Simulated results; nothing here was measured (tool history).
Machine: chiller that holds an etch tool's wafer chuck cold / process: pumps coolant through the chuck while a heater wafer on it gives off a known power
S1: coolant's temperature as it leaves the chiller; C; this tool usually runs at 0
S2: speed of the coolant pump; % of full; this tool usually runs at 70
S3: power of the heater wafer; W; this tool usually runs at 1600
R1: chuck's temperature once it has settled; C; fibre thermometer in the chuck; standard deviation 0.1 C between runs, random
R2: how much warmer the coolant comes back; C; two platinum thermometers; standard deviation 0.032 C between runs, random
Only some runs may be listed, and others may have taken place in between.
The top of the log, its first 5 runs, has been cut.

run     day  S1  S2    S3    R1    R2
  6  17.696   0  63  1745  19.4  5.23
  7  21.883   0  63  1745  19.4  5.25
  8  27.729   0  70  2233  22.8  5.91
  9  30.500   0  70  2233  22.9  6.02
 10  33.858   0  70  2233  23.0  6.08
 11  39.175   0  70  2233  23.0  6.06
     39.725  -- chiller's thermometer calibrated
 12  45.150   0  70  2233  22.8  6.02
 13  50.933   0  70  2233  23.0  6.14
 14  53.792   0  70  2233  23.2  6.10
 15  56.692   0  70  2233  23.2  6.12
     57.033  -- chiller's thermometer calibrated, once more
 16  60.667   0  70  2233  24.9  6.15
 17  63.312   0  70  2222  24.9  6.09
 18  67.954   0  98  2082  17.3  3.95
 19  73.654   0  98  2082  17.5  3.91
 20  76.783   0  98  2082  17.5  3.93
     78.633  -- coolant changed, channels flushed
 21  80.221   7  70  1371  21.1  3.85
 22  84.533   2  68  1762  20.6  5.17

Forecast run 23:
 23  87.417   2  68  1762   ?   ?

{"run 23": {"R1": 20.6, "R2": 5.05}}
Take away the tool's hidden state, keep the run-to-run variation as it was, and the same run would have given R1 19.2 C, R2 4.58 C.
